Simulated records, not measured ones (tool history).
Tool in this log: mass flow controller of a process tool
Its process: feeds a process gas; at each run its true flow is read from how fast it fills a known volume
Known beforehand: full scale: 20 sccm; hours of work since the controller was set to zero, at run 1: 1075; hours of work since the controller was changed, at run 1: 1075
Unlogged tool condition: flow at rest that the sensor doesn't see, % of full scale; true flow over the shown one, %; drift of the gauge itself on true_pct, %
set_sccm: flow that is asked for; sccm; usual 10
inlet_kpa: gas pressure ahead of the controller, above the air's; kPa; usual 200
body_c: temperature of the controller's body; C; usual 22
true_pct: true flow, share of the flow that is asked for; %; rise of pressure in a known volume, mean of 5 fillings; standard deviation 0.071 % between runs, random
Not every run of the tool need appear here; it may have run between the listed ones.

run	hour	set_sccm	inlet_kpa	body_c	hours of work since the controller was set to zero	hours of work since the controller was changed	true_pct
1	0.0	10	200	22	1075	1075	100.03
2	99.3	10	200	22	1124	1124	99.96
3	269.9	10	200	22	1207	1207	100.03
4	419.6	10	200	22	1281	1281	100.07
5	587.5	10	200	22	1363	1363	100.11
6	736.7	10	221	22	1436	1436	99.95
7	856.7	10	200	22	1495	1495	100.19
8	944.5	10	200	22	1538	1538	100.14
9	1027.9	10	200	25	1578	1578	99.84
10	1168.8	10	200	22	1647	1647	100.27
11	1273.8	10	200	22	1699	1699	100.36
12	1400.1	10	200	22	1760	1760	100.12
13	1541.9	10	200	22	1830	1830	100.30
14	1620.4	7	273	22	1868	1868	99.86
15	1727.0	2	239	23	1920	1920	101.39
# hour 1739.0: controller's zero set anew
16	1816.2	2	239	23	38	1964	102.09

Run 17 comes next. What will it give?
17	1889.3	2	239	23	74	1999	?

true_pct: 102.23 %
Take away the tool's hidden state, keep the run-to-run variation as it was, and the same run would have given true_pct 98.63 %.
